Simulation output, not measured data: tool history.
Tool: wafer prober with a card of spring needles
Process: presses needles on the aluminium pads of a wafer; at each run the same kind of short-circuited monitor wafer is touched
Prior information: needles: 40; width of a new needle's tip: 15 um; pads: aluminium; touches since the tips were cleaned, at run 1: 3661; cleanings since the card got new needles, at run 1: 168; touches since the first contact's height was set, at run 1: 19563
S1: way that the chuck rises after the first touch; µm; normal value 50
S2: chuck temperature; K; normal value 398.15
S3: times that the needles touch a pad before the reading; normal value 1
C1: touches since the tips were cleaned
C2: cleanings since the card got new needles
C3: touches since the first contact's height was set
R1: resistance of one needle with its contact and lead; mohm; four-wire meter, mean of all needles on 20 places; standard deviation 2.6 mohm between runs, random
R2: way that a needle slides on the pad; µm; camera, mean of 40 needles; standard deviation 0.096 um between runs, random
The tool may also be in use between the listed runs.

Run 1, hour 0: usual settings; C1 3661; C2 168; C3 19563. Result: R1 327 mohm, R2 9.87 µm.
At hour 2.6: tips cleaned on abrasive film.
At hour 15.3: tips cleaned on abrasive film.
At hour 28.1: tips cleaned on abrasive film.
Run 2, hour 35.9: usual settings; C1 2898; C2 171; C3 32705. Result: R1 326 mohm, R2 9.89 µm.
At hour 38.5: tips cleaned on abrasive film.
At hour 48.8: tips cleaned on abrasive film.
At hour 59: tips cleaned on abrasive film.
Run 3, hour 65.1: usual settings; C1 2232; C2 174; C3 43352. Result: R1 323 mohm, R2 9.71 µm.
At hour 70.2: tips cleaned on abrasive film.
At hour 82.5: tips cleaned on abrasive film.
At hour 92.7: tips cleaned on abrasive film.
Run 4, hour 94.1: usual settings; C1 496; C2 177; C3 53936. Result: R1 316 mohm, R2 9.59 µm.
At hour 104.3: tips cleaned on abrasive film.
At hour 116.8: tips cleaned on abrasive film.
At hour 129.5: tips cleaned on abrasive film.
At hour 140.4: tips cleaned on abrasive film.
Run 5, hour 140.4: usual settings but S2 301.15 K; C1 0; C2 181; C3 70870. Result: R1 277 mohm, R2 9.52 µm.
At hour 153: tips cleaned on abrasive film.
At hour 163.3: tips cleaned on abrasive film.
At hour 176: tips cleaned on abrasive film.
At hour 188.7: tips cleaned on abrasive film.
Run 6, hour 190.1: usual settings; C1 514; C2 185; C3 89085. Result: R1 318 mohm, R2 9.49 µm.
At hour 200.4: tips cleaned on abrasive film.
At hour 212.9: tips cleaned on abrasive film.
At hour 223.1: tips cleaned on abrasive film.
At hour 235: tips cleaned on abrasive film.
Run 7, hour 235: usual settings; C1 0; C2 189; C3 105494. Result: R1 304 mohm, R2 9.51 µm.
At hour 247.8: tips cleaned on abrasive film.
At hour 260.6: tips cleaned on abrasive film.
At hour 273.1: tips cleaned on abrasive film.
At hour 283.4: tips cleaned on abrasive film.
Run 8, hour 287.7: usual settings; C1 1601; C2 193; C3 124796. Result: R1 323 mohm, R2 9.41 µm.
At hour 295.4: tips cleaned on abrasive film.
At hour 308.2: tips cleaned on abrasive film.
At hour 318.4: tips cleaned on abrasive film.
At hour 331.2: tips cleaned on abrasive film.
Run 9, hour 335.1: usual settings; C1 1420; C2 197; C3 142118. Result: R1 324 mohm, R2 9.3 µm.
At hour 342.8: tips cleaned on abrasive film.
At hour 353: tips cleaned on abrasive film.
Run 10, hour 358.4: usual settings but S1 54 µm, S2 355.15 K; C1 1989; C2 199; C3 150655. Result: R1 308 mohm, R2 9.98 µm.
At hour 363.6: tips cleaned on abrasive film.
At hour 376.4: tips cleaned on abrasive film.
At hour 386.6: tips cleaned on abrasive film.
At hour 399.3: tips cleaned on abrasive film.
Run 11, hour 409: usual settings but S1 54 µm, S2 355.15 K, S3 3; C1 3557; C2 203; C3 169166. Result: R1 304 mohm, R2 9.89 µm.
At hour 411.6: tips cleaned on abrasive film.
At hour 424.3: tips cleaned on abrasive film.
At hour 436.9: tips cleaned on abrasive film.
At hour 449.7: tips cleaned on abrasive film.
Run 12, hour 454.9: usual settings but S1 54 µm, S2 348.15 K, S3 2; C1 1904; C2 207; C3 185949. Result: R1 302 mohm, R2 9.9 µm.
At hour 460: tips cleaned on abrasive film.
At hour 472.3: tips cleaned on abrasive film.
At hour 484.5: tips cleaned on abrasive film.
Run 13, hour 484.5: usual settings but S2 305.15 K; C1 0; C2 210; C3 196765. Result: R1 279 mohm, R2 8.98 µm.
At hour 497.3: tips cleaned on abrasive film.
At hour 510: tips cleaned on abrasive film.
Run 14, hour 511.7: usual settings but S2 305.15 K; C1 641; C2 212; C3 206729. Result: R1 292 mohm, R2 8.82 µm.
At hour 521.7: tips cleaned on abrasive film.
At hour 534.4: tips cleaned on abrasive film.
At hour 544.6: tips cleaned on abrasive film.
At hour 557.1: tips cleaned on abrasive film.
At hour 567.3: tips cleaned on abrasive film.
Run 15, hour 567.6: usual settings but S2 305.15 K; C1 115; C2 217; C3 227181. Result: R1 284 mohm, R2 8.89 µm.

Below are 5 alternative next runs, each starting from the tool's condition after run 15. Predict each:
At hour 572.9: height of the first contact set anew.
At hour 578: tips cleaned on abrasive film.
At hour 590.8: tips cleaned on abrasive film.
Run A, hour 591.7: usual settings but S1 32 µm, S2 385.15 K, S3 2; C1 329; C2 219; C3 6837. Result: R1 ?, R2 ?.
At hour 572.9: height of the first contact set anew.
At hour 578: tips cleaned on abrasive film.
At hour 590.8: tips cleaned on abrasive film.
Run B, hour 591.7: usual settings but S1 58 µm, S2 300.15 K, S3 2; C1 329; C2 219; C3 6837. Result: R1 ?, R2 ?.
At hour 572.9: height of the first contact set anew.
At hour 578: tips cleaned on abrasive film.
At hour 590.8: tips cleaned on abrasive film.
Run C, hour 591.7: usual settings but S2 359.15 K, S3 3; C1 329; C2 219; C3 6837. Result: R1 ?, R2 ?.
At hour 572.9: height of the first contact set anew.
At hour 578: tips cleaned on abrasive film.
At hour 590.8: tips cleaned on abrasive film.
Run D, hour 591.7: usual settings but S1 31 µm, S2 325.15 K, S3 2; C1 329; C2 219; C3 6837. Result: R1 ?, R2 ?.
At hour 572.9: height of the first contact set anew.
At hour 578: tips cleaned on abrasive film.
At hour 590.8: tips cleaned on abrasive film.
Run E, hour 591.7: usual settings but S1 49 µm, S2 310.15 K, S3 2; C1 329; C2 219; C3 6837. Result: R1 ?, R2 ?.

run   R1     R2
  A  321   6.33
  B  275  11.41
  C  297  10.06
  D  304   6.09
  E  280   9.65
Had the tool no hidden state, the same runs would have come out as:
run   R1     R2
  A  301   6.37
  B  267  11.45
  C  288   10.1
  D  284   6.13
  E  270   9.69

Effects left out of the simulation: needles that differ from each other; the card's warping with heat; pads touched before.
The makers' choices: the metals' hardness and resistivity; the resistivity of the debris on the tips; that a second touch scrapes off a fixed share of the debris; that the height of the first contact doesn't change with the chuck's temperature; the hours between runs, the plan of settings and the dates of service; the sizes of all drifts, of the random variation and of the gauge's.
